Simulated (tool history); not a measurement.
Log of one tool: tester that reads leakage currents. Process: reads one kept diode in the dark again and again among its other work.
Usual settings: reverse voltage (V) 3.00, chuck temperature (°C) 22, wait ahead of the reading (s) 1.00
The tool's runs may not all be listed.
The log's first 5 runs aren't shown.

run	day	reverse voltage (V)	chuck temperature (°C)	wait ahead of the reading (s)	hours of work since the probe card was cleaned	hours of work since the tester was calibrated	hours of work since the chuck was calibrated	current that the tester gives (pA)
6	11.988	3.00	22	1.00	2212	522	220	71.96
# day 13.450: probe card cleaned and baked
7	15.312	3.00	22	1.00	34	581	279	68.35
8	18.171	3.00	22	1.00	87	634	332	67.94
9	20.662	3.00	22	1.00	133	680	377	67.69
10	22.875	3.00	22	0.31	173	720	418	68.34
11	25.129	3.00	22	0.31	215	762	459	67.59
12	28.362	3.00	22	1.00	274	821	519	65.95
13	30.312	3.00	22	1.00	310	857	554	66.01
14	32.762	3.00	22	1.00	355	902	600	65.30
15	34.833	3.00	22	1.00	393	940	638	65.30
16	37.079	8.19	22	1.00	434	981	679	97.64
17	38.808	8.19	22	1.00	466	1013	711	97.95
18	41.058	3.00	22	1.00	507	1054	752	63.54
19	42.942	3.00	22	1.50	542	1089	787	63.25
20	44.629	3.00	22	1.50	573	1120	817	63.22
# day 45.342: chuck's temperature calibrated
21	46.292	10.53	44	3.37	602	1149	17	546.57
22	48.233	10.53	44	7.39	637	1184	53	544.66
23	50.925	1.13	44	7.39	687	1234	103	219.33
24	53.804	1.13	44	7.39	740	1287	155	218.11
25	56.542	1.11	22	4.28	790	1337	206	46.50
26	59.200	1.63	48	3.02	839	1386	255	321.96
27	61.625	8.54	48	0.88	883	1430	299	623.14
28	64.012	17.36	44	1.89	927	1474	343	641.18
29	66.012	1.72	36	0.59	964	1511	380	146.72
30	67.425	3.00	22	1.46	990	1537	406	68.18

Forecast run 31:
31	70.862	2.88	50	0.73	1053	1600	469	?

current that the tester gives (pA): 447.87
Without the tool's hidden state the same run would have given current that the tester gives (pA) 476.72.
